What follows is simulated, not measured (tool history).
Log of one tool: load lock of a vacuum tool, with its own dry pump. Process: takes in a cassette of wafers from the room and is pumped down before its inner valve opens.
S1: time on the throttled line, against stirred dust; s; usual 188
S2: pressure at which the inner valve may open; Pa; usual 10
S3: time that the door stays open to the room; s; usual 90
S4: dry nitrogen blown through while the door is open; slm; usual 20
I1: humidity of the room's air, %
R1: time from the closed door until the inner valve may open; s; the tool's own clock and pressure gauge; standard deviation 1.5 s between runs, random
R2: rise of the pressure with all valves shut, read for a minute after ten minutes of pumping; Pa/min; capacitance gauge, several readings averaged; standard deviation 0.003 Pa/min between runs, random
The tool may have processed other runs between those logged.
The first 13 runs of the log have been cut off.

{"run": 14, "hour": 3931.7, "S1": 133, "S2": 10, "S3": 90, "S4": 20, "I1": 43.4, "R1": 197.8, "R2": 0.057}
{"run": 15, "hour": 4236.0, "S1": 133, "S2": 10, "S3": 74, "S4": 20, "I1": 47, "R1": 197, "R2": 0.055}
{"run": 16, "hour": 4581.1, "S1": 188, "S2": 10, "S3": 90, "S4": 8, "I1": 47, "R1": 247.4, "R2": 0.09}
{"run": 17, "hour": 4988.9, "S1": 188, "S2": 10, "S3": 90, "S4": 8, "I1": 45.3, "R1": 250.5, "R2": 0.083}
{"run": 18, "hour": 5302.5, "S1": 188, "S2": 10, "S3": 90, "S4": 8, "I1": 46.5, "R1": 247.5, "R2": 0.085}
{"run": 19, "hour": 5548.3, "S1": 188, "S2": 10, "S3": 90, "S4": 8, "I1": 44.4, "R1": 252.9, "R2": 0.094}
{"run": 20, "hour": 5906.0, "S1": 188, "S2": 10, "S3": 90, "S4": 8, "I1": 43.7, "R1": 250, "R2": 0.098}
{"run": 21, "hour": 6183.1, "S1": 188, "S2": 10, "S3": 84, "S4": 22, "I1": 44.9, "R1": 250.1, "R2": 0.083}
{"run": 22, "hour": 6536.2, "S1": 210, "S2": 10, "S3": 84, "S4": 30, "I1": 40.3, "R1": 273.1, "R2": 0.084}
{"run": 23, "hour": 6779.2, "S1": 298, "S2": 10, "S3": 84, "S4": 5, "I1": 42.7, "R1": 351.5, "R2": 0.123}
{"run": 24, "hour": 7142.2, "S1": 298, "S2": 10, "S3": 84, "S4": 5, "I1": 45, "R1": 350.2, "R2": 0.125}
{"run": 25, "hour": 7556.4, "S1": 309, "S2": 15, "S3": 173, "S4": 30, "I1": 45.8, "R1": 356.1, "R2": 0.113}
{"run": 26, "hour": 7780.8, "S1": 188, "S2": 10, "S3": 68, "S4": 20, "I1": 42.3, "R1": 252.6, "R2": 0.107}
{"run": 27, "hour": 8116.2, "S1": 188, "S2": 10, "S3": 68, "S4": 20, "I1": 42.5, "R1": 254.9, "R2": 0.121}
{"run": 28, "hour": 8302.8, "S1": 188, "S2": 10, "S3": 61, "S4": 20, "I1": 49.1, "R1": 252.7, "R2": 0.122}
{"run": 29, "hour": 8665.7, "S1": 188, "S2": 9, "S3": 45, "S4": 20, "I1": 49.6, "R1": 253.4, "R2": 0.122}
{"run": 30, "hour": 8995.6, "S1": 174, "S2": 10, "S3": 137, "S4": 16, "I1": 45.7, "R1": 242.7, "R2": 0.167}
{"run": 31, "hour": 9211.0, "S1": 174, "S2": 10, "S3": 137, "S4": 16, "I1": 47.2, "R1": 240.7, "R2": 0.164}
{"run": 32, "hour": 9448.5, "S1": 243, "S2": 12, "S3": 137, "S4": 21, "I1": 45.1, "R1": 300.8, "R2": 0.166}
{"run": 33, "hour": 9666.9, "S1": 243, "S2": 12, "S3": 137, "S4": 21, "I1": 45.8, "R1": 303, "R2": 0.169}
{"run": 34, "hour": 10048.6, "S1": 243, "S2": 12, "S3": 137, "S4": 21, "I1": 44.4, "R1": 302.7, "R2": 0.174}
{"run": 35, "hour": 10445.8, "S1": 337, "S2": 13, "S3": 137, "S4": 21, "I1": 43.2, "R1": 384.4, "R2": 0.187}
{"run": 36, "hour": 10884.9, "S1": 337, "S2": 13, "S3": 137, "S4": 21, "I1": 46.8, "R1": 391.1, "R2": 0.205}

What if the next run were any one of these 4? Each begins from the tool's condition after run 36:
{"run": "A", "hour": 11233.8, "S1": 111, "S2": 10, "S3": 39, "S4": 20, "I1": 44.3, "R1": "?", "R2": "?"}
{"run": "B", "hour": 11233.8, "S1": 337, "S2": 16, "S3": 137, "S4": 21, "I1": 45.7, "R1": "?", "R2": "?"}
{"run": "C", "hour": 11233.8, "S1": 168, "S2": 10, "S3": 97, "S4": 16, "I1": 43.5, "R1": "?", "R2": "?"}
{"run": "D", "hour": 11233.8, "S1": 337, "S2": 19, "S3": 150, "S4": 12, "I1": 46.9, "R1": "?", "R2": "?"}

run=A R1=189.8 R2=0.191
run=B R1=387.1 R2=0.215
run=C R1=244 R2=0.207
run=D R1=384.8 R2=0.232
Had the tool no hidden state, the same runs would have come out as:
run=A R1=172.6 R2=0.021
run=B R1=376.4 R2=0.048
run=C R1=227.9 R2=0.039
run=D R1=374.5 R2=0.065
